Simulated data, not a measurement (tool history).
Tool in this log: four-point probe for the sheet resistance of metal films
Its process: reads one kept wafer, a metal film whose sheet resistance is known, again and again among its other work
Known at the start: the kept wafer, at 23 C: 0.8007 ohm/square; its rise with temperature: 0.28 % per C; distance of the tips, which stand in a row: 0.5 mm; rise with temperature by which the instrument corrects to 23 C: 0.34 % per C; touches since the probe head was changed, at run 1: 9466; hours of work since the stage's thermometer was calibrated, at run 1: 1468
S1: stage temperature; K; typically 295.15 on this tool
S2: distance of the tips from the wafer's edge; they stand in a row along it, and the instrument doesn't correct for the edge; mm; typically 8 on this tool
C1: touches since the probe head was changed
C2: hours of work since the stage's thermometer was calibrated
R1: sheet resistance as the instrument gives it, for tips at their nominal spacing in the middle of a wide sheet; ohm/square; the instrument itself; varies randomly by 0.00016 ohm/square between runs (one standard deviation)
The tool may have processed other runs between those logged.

run 1 hour=0 | S1=295.15 S2=8 | C1=9466 C2=1468 | R1=0.802932
run 2 hour=15.4 | S1=303.15 S2=8 | C1=9795 C2=1476 | R1=0.798646
run 3 hour=34.5 | S1=295.15 S2=8 | C1=10201 C2=1486 | R1=0.80297
run 4 hour=46.5 | S1=295.15 S2=8 | C1=10457 C2=1493 | R1=0.803192
run 5 hour=59.1 | S1=295.15 S2=8 | C1=10725 C2=1500 | R1=0.802641
run 6 hour=77.4 | S1=299.15 S2=8 | C1=11114 C2=1510 | R1=0.800713
run 7 hour=94.6 | S1=299.15 S2=8 | C1=11482 C2=1519 | R1=0.800926
run 8 hour=103.1 | S1=299.15 S2=8 | C1=11661 C2=1524 | R1=0.800721
run 9 hour=121.5 | S1=299.15 S2=46 | C1=12054 C2=1534 | R1=0.79913
run 10 hour=131.1 | S1=299.15 S2=46 | C1=12257 C2=1539 | R1=0.799082
run 11 hour=143.5 | S1=295.15 S2=8 | C1=12523 C2=1546 | R1=0.802846
run 12 hour=154.1 | S1=295.15 S2=8 | C1=12747 C2=1552 | R1=0.802673
run 13 hour=171.9 | S1=295.15 S2=8 | C1=13126 C2=1561 | R1=0.802926
run 14 hour=182.6 | S1=295.15 S2=61 | C1=13354 C2=1567 | R1=0.801111
run 15 hour=198.9 | S1=295.15 S2=61 | C1=13701 C2=1576 | R1=0.801065
run 16 hour=211.1 | S1=295.15 S2=24 | C1=13961 C2=1583 | R1=0.801191
run 17 hour=220.4 | S1=295.15 S2=24 | C1=14161 C2=1588 | R1=0.801491
run 18 hour=235.8 | S1=295.15 S2=27 | C1=14486 C2=1596 | R1=0.801309
run 19 hour=246.5 | S1=295.15 S2=27 | C1=14716 C2=1602 | R1=0.800966
run 20 hour=265.8 | S1=295.15 S2=27 | C1=15127 C2=1613 | R1=0.801436
run 21 hour=275.3 | S1=307.15 S2=8 | C1=15329 C2=1618 | R1=0.796772
run 22 hour=292.5 | S1=307.15 S2=8 | C1=15695 C2=1627 | R1=0.796793
run 23 hour=308.7 | S1=300.15 S2=4 | C1=16041 C2=1636 | R1=0.805063
run 24 hour=323.5 | S1=305.15 S2=20 | C1=16354 C2=1644 | R1=0.796214
run 25 hour=332.9 | S1=305.15 S2=20 | C1=16554 C2=1649 | R1=0.796389
run 26 hour=347.3 | S1=296.15 S2=35 | C1=16863 C2=1657 | R1=0.80099
run 27 hour=366.5 | S1=304.15 S2=26 | C1=17271 C2=1667 | R1=0.79656
run 28 hour=376.5 | S1=295.15 S2=10 | C1=17483 C2=1673 | R1=0.80227
run 29 hour=389.6 | S1=297.15 S2=6 | C1=17762 C2=1680 | R1=0.802843
run 30 hour=403.7 | S1=297.15 S2=6 | C1=18062 C2=1688 | R1=0.803181
run 31 hour=414.4 | S1=302.15 S2=8 | C1=18291 C2=1694 | R1=0.799218
run 32 hour=425.8 | S1=302.15 S2=8 | C1=18533 C2=1700 | R1=0.799306
run 33 hour=444.4 | S1=298.15 S2=10 | C1=18929 C2=1710 | R1=0.800616
run 34 hour=460.5 | S1=302.15 S2=69 | C1=19272 C2=1719 | R1=0.797931
run 35 hour=473.2 | S1=296.15 S2=7 | C1=19543 C2=1726 | R1=0.802839
run 36 hour=484.8 | S1=296.15 S2=7 | C1=19789 C2=1732 | R1=0.802774
run 37 hour=500.6 | S1=303.15 S2=18 | C1=20126 C2=1741 | R1=0.797414
run 38 hour=510.9 | S1=293.15 S2=10 | C1=20346 C2=1746 | R1=0.803107
run 39 hour=530.3 | S1=299.15 S2=59 | C1=20759 C2=1757 | R1=0.799112
run 40 hour=545.4 | S1=292.15 S2=25 | C1=21081 C2=1765 | R1=0.802866
run 41 hour=564.4 | S1=292.15 S2=25 | C1=21485 C2=1775 | R1=0.802764
run 42 hour=575.4 | S1=297.15 S2=7 | C1=21719 C2=1781 | R1=0.802461
run 43 hour=587.2 | S1=291.15 S2=3 | C1=21970 C2=1788 | R1=0.815273
run 44 hour=606.9 | S1=295.15 S2=3 | C1=22391 C2=1799 | R1=0.812946

Consider 5 possible next runs. They are alternatives, not a sequence: every one starts from the tool as it was left by run 44. What does each give?
run A hour=616.4 | S1=294.15 S2=12 | C1=22591 C2=1804 | R1=?
run B hour=616.4 | S1=304.15 S2=18 | C1=22591 C2=1804 | R1=?
run C hour=616.4 | S1=302.15 S2=62 | C1=22591 C2=1804 | R1=?
run D hour=616.4 | S1=304.15 S2=47 | C1=22591 C2=1804 | R1=?
run E hour=616.4 | S1=292.15 S2=3 | C1=22591 C2=1804 | R1=?

run=A R1=0.802549
run=B R1=0.796799
run=C R1=0.797379
run=D R1=0.796566
run=E R1=0.814672
Without the tool's hidden state the same runs would have given:
run=A R1=0.802595
run=B R1=0.796845
run=C R1=0.797426
run=D R1=0.796613
run=E R1=0.814719
